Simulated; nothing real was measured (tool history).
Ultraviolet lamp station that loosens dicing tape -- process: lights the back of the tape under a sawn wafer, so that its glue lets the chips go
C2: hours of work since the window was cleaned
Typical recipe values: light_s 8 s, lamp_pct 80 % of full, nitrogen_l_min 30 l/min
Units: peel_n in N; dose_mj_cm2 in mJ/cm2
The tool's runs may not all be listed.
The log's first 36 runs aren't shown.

run 37 hour=637.7 | light_s=8 lamp_pct=95 nitrogen_l_min=30 | hours_of_work_of_the_lamp=757 C2=70 | peel_n=0.862 dose_mj_cm2=386
run 38 hour=651.2 | light_s=8 lamp_pct=95 nitrogen_l_min=30 | hours_of_work_of_the_lamp=765 C2=78 | peel_n=0.874 dose_mj_cm2=378
run 39 hour=671.5 | light_s=5 lamp_pct=74 nitrogen_l_min=47 | hours_of_work_of_the_lamp=777 C2=90 | peel_n=1.984 dose_mj_cm2=184
run 40 hour=693.3 | light_s=9 lamp_pct=98 nitrogen_l_min=34 | hours_of_work_of_the_lamp=790 C2=103 | peel_n=0.616 dose_mj_cm2=432
run 41 hour=708.2 | light_s=9 lamp_pct=98 nitrogen_l_min=34 | hours_of_work_of_the_lamp=799 C2=112 | peel_n=0.649 dose_mj_cm2=429
run 42 hour=729 | light_s=9 lamp_pct=98 nitrogen_l_min=34 | hours_of_work_of_the_lamp=811 C2=124 | peel_n=0.628 dose_mj_cm2=428
run 43 hour=742.6 | light_s=9 lamp_pct=98 nitrogen_l_min=34 | hours_of_work_of_the_lamp=819 C2=132 | peel_n=0.646 dose_mj_cm2=427
run 44 hour=756.8 | light_s=8 lamp_pct=80 nitrogen_l_min=41 | hours_of_work_of_the_lamp=828 C2=141 | peel_n=1.013 dose_mj_cm2=309

Below are 3 alternative next runs, each starting from the tool's condition after run 44. Predict each:
run A hour=777.3 | light_s=5 lamp_pct=61 nitrogen_l_min=20 | hours_of_work_of_the_lamp=840 C2=153 | peel_n=? dose_mj_cm2=?
run B hour=777.3 | light_s=6 lamp_pct=62 nitrogen_l_min=28 | hours_of_work_of_the_lamp=840 C2=153 | peel_n=? dose_mj_cm2=?
run C hour=777.3 | light_s=8 lamp_pct=80 nitrogen_l_min=17 | hours_of_work_of_the_lamp=840 C2=153 | peel_n=? dose_mj_cm2=?

run=A peel_n=3.096 dose_mj_cm2=146
run=B peel_n=2.416 dose_mj_cm2=180
run=C peel_n=1.668 dose_mj_cm2=304
What these runs would have given with no unlogged condition in the tool:
run=A peel_n=2.289 dose_mj_cm2=213
run=B peel_n=1.602 dose_mj_cm2=263
run=C peel_n=0.957 dose_mj_cm2=446
